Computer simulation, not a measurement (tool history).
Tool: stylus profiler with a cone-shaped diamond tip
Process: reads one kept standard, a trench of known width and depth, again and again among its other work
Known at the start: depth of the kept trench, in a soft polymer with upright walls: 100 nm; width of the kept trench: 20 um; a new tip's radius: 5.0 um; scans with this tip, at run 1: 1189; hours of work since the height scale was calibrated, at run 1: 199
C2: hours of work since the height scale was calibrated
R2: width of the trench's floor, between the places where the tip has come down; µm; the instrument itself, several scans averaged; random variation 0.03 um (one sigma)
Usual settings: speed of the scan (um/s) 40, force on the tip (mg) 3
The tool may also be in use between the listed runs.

run 1 day=0 | speed_of_the_scan_(um/s)=40 force_on_the_tip_(mg)=3 | scans_with_this_tip=1189 C2=199 | depth_of_the_trench_(Å)=1007.8 R2=17.79
run 2 day=0.5 | speed_of_the_scan_(um/s)=40 force_on_the_tip_(mg)=1.02 | scans_with_this_tip=1222 C2=204 | depth_of_the_trench_(Å)=1003.6 R2=17.7
run 3 day=0.838 | speed_of_the_scan_(um/s)=40 force_on_the_tip_(mg)=1.02 | scans_with_this_tip=1245 C2=208 | depth_of_the_trench_(Å)=1004.7 R2=17.65
run 4 day=1.229 | speed_of_the_scan_(um/s)=40 force_on_the_tip_(mg)=1.02 | scans_with_this_tip=1271 C2=213 | depth_of_the_trench_(Å)=1004.3 R2=17.62
run 5 day=1.779 | speed_of_the_scan_(um/s)=40 force_on_the_tip_(mg)=1.02 | scans_with_this_tip=1307 C2=219 | depth_of_the_trench_(Å)=1004.3 R2=17.67
run 6 day=2.146 | speed_of_the_scan_(um/s)=40 force_on_the_tip_(mg)=1.41 | scans_with_this_tip=1331 C2=223 | depth_of_the_trench_(Å)=1005.5 R2=17.72
run 7 day=2.779 | speed_of_the_scan_(um/s)=40 force_on_the_tip_(mg)=3 | scans_with_this_tip=1374 C2=230 | depth_of_the_trench_(Å)=1008.4 R2=17.8
run 8 day=3.171 | speed_of_the_scan_(um/s)=40 force_on_the_tip_(mg)=1.97 | scans_with_this_tip=1399 C2=234 | depth_of_the_trench_(Å)=1006.4 R2=17.74
run 9 day=3.504 | speed_of_the_scan_(um/s)=40 force_on_the_tip_(mg)=1.23 | scans_with_this_tip=1422 C2=238 | depth_of_the_trench_(Å)=1004.8 R2=17.74
run 10 day=3.979 | speed_of_the_scan_(um/s)=40 force_on_the_tip_(mg)=1.23 | scans_with_this_tip=1453 C2=243 | depth_of_the_trench_(Å)=1004.3 R2=17.69
run 11 day=4.517 | speed_of_the_scan_(um/s)=40 force_on_the_tip_(mg)=1.97 | scans_with_this_tip=1489 C2=249 | depth_of_the_trench_(Å)=1006.1 R2=17.71
run 12 day=5.121 | speed_of_the_scan_(um/s)=40 force_on_the_tip_(mg)=3 | scans_with_this_tip=1529 C2=256 | depth_of_the_trench_(Å)=1007.8 R2=17.79
run 13 day=5.483 | speed_of_the_scan_(um/s)=40 force_on_the_tip_(mg)=3 | scans_with_this_tip=1553 C2=260 | depth_of_the_trench_(Å)=1008.1 R2=17.8
run 14 day=5.979 | speed_of_the_scan_(um/s)=40 force_on_the_tip_(mg)=3 | scans_with_this_tip=1586 C2=265 | depth_of_the_trench_(Å)=1007.7 R2=17.77
run 15 day=6.512 | speed_of_the_scan_(um/s)=40 force_on_the_tip_(mg)=3 | scans_with_this_tip=1621 C2=271 | depth_of_the_trench_(Å)=1008.4 R2=17.8
run 16 day=6.871 | speed_of_the_scan_(um/s)=40 force_on_the_tip_(mg)=3 | scans_with_this_tip=1645 C2=275 | depth_of_the_trench_(Å)=1007.6 R2=17.77
run 17 day=7.558 | speed_of_the_scan_(um/s)=101 force_on_the_tip_(mg)=3 | scans_with_this_tip=1691 C2=283 | depth_of_the_trench_(Å)=1008.4 R2=17.45
run 18 day=7.988 | speed_of_the_scan_(um/s)=11 force_on_the_tip_(mg)=6.7 | scans_with_this_tip=1719 C2=288 | depth_of_the_trench_(Å)=1014.4 R2=17.95
run 19 day=8.525 | speed_of_the_scan_(um/s)=133 force_on_the_tip_(mg)=3.11 | scans_with_this_tip=1755 C2=294 | depth_of_the_trench_(Å)=1009 R2=17.3
run 20 day=9.275 | speed_of_the_scan_(um/s)=90 force_on_the_tip_(mg)=3 | scans_with_this_tip=1805 C2=302 | depth_of_the_trench_(Å)=1008.4 R2=17.51
run 21 day=9.975 | speed_of_the_scan_(um/s)=30 force_on_the_tip_(mg)=4.55 | scans_with_this_tip=1851 C2=310 | depth_of_the_trench_(Å)=1010.9 R2=17.9
run 22 day=10.392 | speed_of_the_scan_(um/s)=12 force_on_the_tip_(mg)=2.54 | scans_with_this_tip=1879 C2=314 | depth_of_the_trench_(Å)=1007.1 R2=17.94
run 23 day=10.792 | speed_of_the_scan_(um/s)=16 force_on_the_tip_(mg)=1.51 | scans_with_this_tip=1906 C2=319 | depth_of_the_trench_(Å)=1005.5 R2=17.9

The next listed run, before its measurement:
run 24 day=11.45 | speed_of_the_scan_(um/s)=28 force_on_the_tip_(mg)=2.83 | scans_with_this_tip=1949 C2=326 | depth_of_the_trench_(Å)=? R2=?

Run 24 gave depth of the trench (Å) 1007.8, R2 17.87 µm.
Without the tool's hidden state the same run would have given depth of the trench (Å) 1007.8, R2 17.87 µm.
